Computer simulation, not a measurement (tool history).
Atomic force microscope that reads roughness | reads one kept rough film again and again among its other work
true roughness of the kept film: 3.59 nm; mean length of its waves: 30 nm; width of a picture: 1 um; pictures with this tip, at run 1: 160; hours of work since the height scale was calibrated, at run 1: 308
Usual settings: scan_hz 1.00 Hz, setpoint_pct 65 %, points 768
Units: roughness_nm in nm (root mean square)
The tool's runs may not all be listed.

run	hour	scan_hz	setpoint_pct	points	pictures with this tip	hours of work since the height scale was calibrated	roughness_nm
1	0.0	1.00	65	768	160	308	3.094
2	8.1	2.62	65	768	176	312	2.894
# hour 18.9: new tip fitted
3	22.3	2.62	65	768	7	320	2.903
4	34.2	2.62	65	768	29	327	2.888
5	43.3	2.62	65	768	47	332	2.907
6	54.3	1.00	65	768	68	338	3.096
7	62.0	1.00	65	768	82	343	3.101

Run 8 comes next. What will it give?
8	74.8	1.00	65	768	107	350	?

{"run 8": {"roughness_nm": 3.099}}
Without the tool's hidden state the same run would have given roughness_nm 3.101 nm (root mean square).
